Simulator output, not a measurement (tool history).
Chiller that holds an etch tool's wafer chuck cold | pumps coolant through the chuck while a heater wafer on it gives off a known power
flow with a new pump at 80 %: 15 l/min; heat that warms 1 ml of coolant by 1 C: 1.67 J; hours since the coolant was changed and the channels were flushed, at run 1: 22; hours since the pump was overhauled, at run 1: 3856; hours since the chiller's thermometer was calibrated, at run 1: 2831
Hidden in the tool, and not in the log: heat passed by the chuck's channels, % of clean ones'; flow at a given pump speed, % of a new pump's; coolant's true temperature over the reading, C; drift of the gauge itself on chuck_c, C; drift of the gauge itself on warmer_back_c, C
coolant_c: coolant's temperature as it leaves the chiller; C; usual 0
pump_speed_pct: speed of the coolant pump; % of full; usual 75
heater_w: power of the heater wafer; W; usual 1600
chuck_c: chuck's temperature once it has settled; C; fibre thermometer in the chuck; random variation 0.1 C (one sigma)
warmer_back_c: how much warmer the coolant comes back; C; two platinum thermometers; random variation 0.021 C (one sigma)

run      day  coolant_c  pump_speed_pct  heater_w  hours since the coolant was changed and the channels were flushed  hours since the pump was overhauled  hours since the chiller's thermometer was calibrated  chuck_c  warmer_back_c
  1    0.000          0              75      1600                                                                 22                                 3856                                                  2831     16.5           4.12
  2    8.696          0              75      1600                                                                231                                 4064                                                  3040     16.3           4.14
  3   14.242          0              75      1600                                                                364                                 4197                                                  3173     16.5           4.12
  4   19.125          0              75      1600                                                                481                                 4315                                                  3290     16.4           4.13
  5   26.471          0              75      1600                                                                657                                 4491                                                  3467     16.3           4.15
  6   33.658          0              87      1600                                                                830                                 4663                                                  3639     14.7           3.52
  7   38.629          0              87      1600                                                                949                                 4783                                                  3759     14.6           3.54
  8   45.262          0              87      1543                                                               1108                                 4942                                                  3918     14.2           3.41
  9   50.725          0              87      1543                                                               1239                                 5073                                                  4049     14.1           3.42
      52.600  -- chiller's thermometer calibrated
 10   59.025          0              87      1543                                                               1438                                 5271                                                   154     14.2           3.45
 11   67.538         -8              75      1600                                                               1642                                 5476                                                   359      8.3           4.18
 12   75.104          0              75      1424                                                               1823                                 5657                                                   540     14.8           3.75
 13   83.650          0              75      1600                                                               2029                                 5862                                                   745     16.5           4.19
 14   88.038          0              75      1600                                                               2134                                 5968                                                   851     16.5           4.19
 15   92.904          0              75      1600                                                               2251                                 6084                                                   967     16.5           4.21
 16  101.833          0              75      1600                                                               2465                                 6299                                                  1182     16.5           4.20
 17  106.054          0              75      1120                                                               2566                                 6400                                                  1283     11.4           2.95
 18  114.438         -1              75      1570                                                               2768                                 6601                                                  1484     15.0           4.14
 19  123.192         -1              75      1570                                                               2978                                 6811                                                  1694     15.2           4.17
 20  128.175         -1              75      1570                                                               3097                                 6931                                                  1814     15.1           4.17
 21  133.479         -1              65       826                                                               3224                                 7058                                                  1941      8.6           2.59
     140.396  -- coolant pump overhauled
 22  142.654         -1              65       826                                                               3440                                   54                                                  2156      8.4           2.57
 23  147.867          8              75      1008                                                               3565                                  179                                                  2281     18.5           2.69
 24  153.921          8              75      1008                                                               3710                                  325                                                  2427     18.2           2.76
 25  157.654          4              61      1864                                                               3800                                  414                                                  2516     26.4           6.12
 26  162.596          4              61      1864                                                               3918                                  533                                                  2635     26.5           6.17
 27  169.200          4              61      1864                                                               4077                                  691                                                  2793     26.5           6.15
     174.271  -- gauge calibrated
 28  175.067          4              61      1186                                                               4218                                  832                                                  2934     18.3           3.78
 29  178.867         -4              67      2366                                                               4309                                  923                                                  3025     22.7           6.86
 30  186.367         -2              75      1104                                                               4489                                 1103                                                  3205      9.4           2.81
 31  193.404         -2              75      1104                                                               4658                                 1272                                                  3374      9.2           2.87

The same runs without the tool's hidden state, with the same run-to-run variation:
run  warmer_back_c
  1           4.12
  2           4.12
  3           4.10
  4           4.11
  5           4.12
  6           3.48
  7           3.50
  8           3.36
  9           3.37
 10           3.39
 11           4.11
 12           3.68
 13           4.10
 14           4.11
 15           4.12
 16           4.10
 17           2.85
 18           4.03
 19           4.05
 20           4.05
 21           2.47
 22           2.44
 23           2.56
 24           2.62
 25           5.98
 26           6.02
 27           6.00
 28           3.78
 29           6.86
 30           2.80
 31           2.85
chuck_c: within 0.1 C of the measured result in every run.
